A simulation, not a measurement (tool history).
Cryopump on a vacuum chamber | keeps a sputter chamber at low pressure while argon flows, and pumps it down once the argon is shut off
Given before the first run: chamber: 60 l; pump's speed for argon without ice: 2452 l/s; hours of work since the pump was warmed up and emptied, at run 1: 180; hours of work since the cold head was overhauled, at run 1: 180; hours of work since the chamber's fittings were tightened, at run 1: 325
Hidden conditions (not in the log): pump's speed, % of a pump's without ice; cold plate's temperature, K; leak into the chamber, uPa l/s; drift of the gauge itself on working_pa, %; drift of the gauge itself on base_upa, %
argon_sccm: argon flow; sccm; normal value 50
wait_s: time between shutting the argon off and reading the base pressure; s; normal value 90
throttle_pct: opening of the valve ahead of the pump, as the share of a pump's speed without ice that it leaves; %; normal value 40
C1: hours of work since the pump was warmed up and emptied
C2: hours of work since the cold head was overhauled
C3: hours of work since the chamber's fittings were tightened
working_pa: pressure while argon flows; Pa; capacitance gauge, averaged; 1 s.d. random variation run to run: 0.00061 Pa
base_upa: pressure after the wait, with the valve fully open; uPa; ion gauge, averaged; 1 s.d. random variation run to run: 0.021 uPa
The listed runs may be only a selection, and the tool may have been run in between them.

run 1 hour=0 | argon_sccm=50 wait_s=90 throttle_pct=40 | C1=180 C2=180 C3=325 | working_pa=0.0886 base_upa=0.47
run 2 hour=34.8 | argon_sccm=43 wait_s=90 throttle_pct=40 | C1=201 C2=201 C3=346 | working_pa=0.0763 base_upa=0.5
run 3 hour=64.8 | argon_sccm=38 wait_s=90 throttle_pct=40 | C1=219 C2=219 C3=364 | working_pa=0.0682 base_upa=0.53
run 4 hour=86.9 | argon_sccm=50 wait_s=90 throttle_pct=40 | C1=233 C2=233 C3=378 | working_pa=0.0889 base_upa=0.54
run 5 hour=111.2 | argon_sccm=50 wait_s=90 throttle_pct=18 | C1=247 C2=247 C3=392 | working_pa=0.1917 base_upa=0.52
run 6 hour=142.8 | argon_sccm=50 wait_s=90 throttle_pct=25 | C1=266 C2=266 C3=412 | working_pa=0.1424 base_upa=0.55
run 7 hour=158.8 | argon_sccm=38 wait_s=97 throttle_pct=45 | C1=276 C2=276 C3=421 | working_pa=0.0613 base_upa=0.55
run 8 hour=181.3 | argon_sccm=36 wait_s=270 throttle_pct=46 | C1=290 C2=290 C3=435 | working_pa=0.0568 base_upa=0.43
run 9 hour=210.7 | argon_sccm=26 wait_s=270 throttle_pct=53 | C1=308 C2=308 C3=453 | working_pa=0.0351 base_upa=0.41
run 10 hour=237.5 | argon_sccm=26 wait_s=24 throttle_pct=37 | C1=324 C2=324 C3=469 | working_pa=0.0514 base_upa=1.12
run 11 hour=263.3 | argon_sccm=34 wait_s=90 throttle_pct=40 | C1=340 C2=340 C3=485 | working_pa=0.0614 base_upa=0.62
run 12 hour=289.1 | argon_sccm=87 wait_s=82 throttle_pct=53 | C1=355 C2=355 C3=500 | working_pa=0.1217 base_upa=0.58

A few steps of working_pa between consecutive runs. Split each: what settings, incoming material and random variation would produce without the hidden state, and what is left over for the hidden state, along with gauge scatter present in only one of the two compared results (measured, and without hidden state):
Run 4 -> 5: throttle_pct 40 -> 18. working_pa +0.1028 Pa: hidden state +0.0002, all else +0.1026.
Run 11 -> 12: argon_sccm 34 -> 87, wait_s 90 -> 82, throttle_pct 40 -> 53. working_pa +0.0603 Pa: hidden state +0.0052, all else +0.0551.
